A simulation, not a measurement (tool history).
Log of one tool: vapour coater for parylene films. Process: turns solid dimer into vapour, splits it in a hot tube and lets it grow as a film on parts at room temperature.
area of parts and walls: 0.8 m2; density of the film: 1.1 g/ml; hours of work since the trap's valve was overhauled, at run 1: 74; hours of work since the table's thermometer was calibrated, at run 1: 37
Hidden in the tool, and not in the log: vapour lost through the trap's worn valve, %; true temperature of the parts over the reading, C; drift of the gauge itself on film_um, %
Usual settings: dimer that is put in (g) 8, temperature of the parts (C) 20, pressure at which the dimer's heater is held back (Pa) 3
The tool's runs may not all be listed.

| run | hour | dimer that is put in (g) | temperature of the parts (C) | pressure at which the dimer's heater is held back (Pa) | hours of work since the trap's valve was overhauled | hours of work since the table's thermometer was calibrated | thickness of the film (µm) |
|---|---|---|---|---|---|---|---|
| 1 | 0 | 8 | 20 | 3 | 74 | 37 | 4.79 |
| 2 | 11.6 | 8 | 20 | 3 | 81 | 44 | 4.73 |
| 3 | 19.9 | 8 | 20 | 3 | 86 | 49 | 4.79 |
| 4 | 28.3 | 8 | 20 | 3 | 91 | 54 | 4.72 |
| 5 | 39.5 | 8 | 20 | 3 | 98 | 61 | 4.8 |
| 6 | 47.9 | 8 | 20 | 3 | 103 | 66 | 4.72 |
| 7 | 62.4 | 8 | 20 | 3 | 112 | 75 | 4.74 |
| 8 | 77.7 | 8 | 20 | 3 | 121 | 84 | 4.73 |
| 9 | 91.5 | 8 | 20 | 3 | 129 | 92 | 4.74 |
| 10 | 100.2 | 8 | 20 | 3 | 134 | 97 | 4.72 |
| 11 | 113.5 | 8 | 20 | 3 | 142 | 105 | 4.81 |
| 12 | 126.6 | 8 | 13 | 3 | 150 | 113 | 5.7 |
| 13 | 133.3 | 8 | 20 | 3 | 154 | 117 | 4.69 |
| 14 | 142.3 | 8 | 20 | 3 | 159 | 122 | 4.83 |
| 15 | 152.3 | 8 | 20 | 3 | 165 | 128 | 4.84 |
| 16 | 166.7 | 10 | 20 | 3 | 174 | 137 | 5.99 |
| 17 | 174.4 | 10 | 20 | 3 | 179 | 142 | 5.86 |
| 18 | 189.3 | 10 | 20 | 3 | 188 | 151 | 5.85 |
| 19 | 196.8 | 10 | 20 | 3 | 192 | 155 | 5.94 |
| 20 | 206.1 | 10 | 20 | 3 | 198 | 161 | 5.87 |
| 21 | 215.5 | 10 | 20 | 3 | 203 | 166 | 5.93 |
| 22 | 228.5 | 8 | 20 | 5.17 | 211 | 174 | 4.47 |
| 23 | 242.1 | 12 | 19 | 7.77 | 219 | 182 | 6.47 |
| 24 | 249.6 | 12 | 14 | 3.67 | 224 | 187 | 8.09 |
| 25 | 262.8 | 5 | 20 | 3 | 232 | 195 | 2.95 |
| 26 | 275.3 | 5 | 13 | 3 | 239 | 202 | 3.47 |
| 27 | 285.8 | 3 | 20 | 2.05 | 245 | 208 | 1.84 |
| 28 | 298 | 3 | 16 | 6.96 | 253 | 216 | 1.76 |
| 29 | 307.5 | 12 | 20 | 6.93 | 258 | 221 | 6.5 |
| 30 | 318.3 | 4 | 30 | 8.44 | 265 | 228 | 1.65 |
| 31 | 329.7 | 7 | 17 | 7.86 | 272 | 235 | 4.05 |
| 32 | 338.3 | 7 | 17 | 7.86 | 277 | 240 | 4 |
| 33 | 345.3 | 7 | 17 | 7.86 | 281 | 244 | 3.98 |
| 34 | 360 | 5 | 23 | 7.71 | 290 | 253 | 2.46 |
| 35 | 373.8 | 5 | 17 | 4.28 | 298 | 261 | 3.09 |
| 36 | 385.4 | 5 | 17 | 4.28 | 305 | 268 | 3.09 |
| 37 | 396.1 | 6 | 20 | 3 | 311 | 274 | 3.56 |
| 38 | 407 | 8 | 20 | 2.97 | 318 | 281 | 4.69 |
| 39 | 418.1 | 6 | 20 | 2.67 | 324 | 288 | 3.63 |
| 40 | 431.3 | 12 | 20 | 2.96 | 332 | 295 | 7.09 |
| 41 | 442.6 | 6 | 20 | 2.52 | 339 | 302 | 3.64 |

4 ways to go on from here, each from the tool as it stands after run 41. What would each give?
| A | 455.6 | 12 | 19 | 2.52 | 347 | 310 | ? |
| B | 455.6 | 8 | 16 | 4.96 | 347 | 310 | ? |
| C | 455.6 | 6 | 26 | 2.52 | 347 | 310 | ? |
| D | 455.6 | 3 | 20 | 2.52 | 347 | 310 | ? |

| run | thickness of the film (µm) |
|---|---|
| A | 7.3 |
| B | 4.96 |
| C | 3.09 |
| D | 1.82 |
Without the tool's hidden state the same runs would have given:
| run | thickness of the film (µm) |
|---|---|
| A | 7.34 |
| B | 4.99 |
| C | 3.1 |
| D | 1.83 |
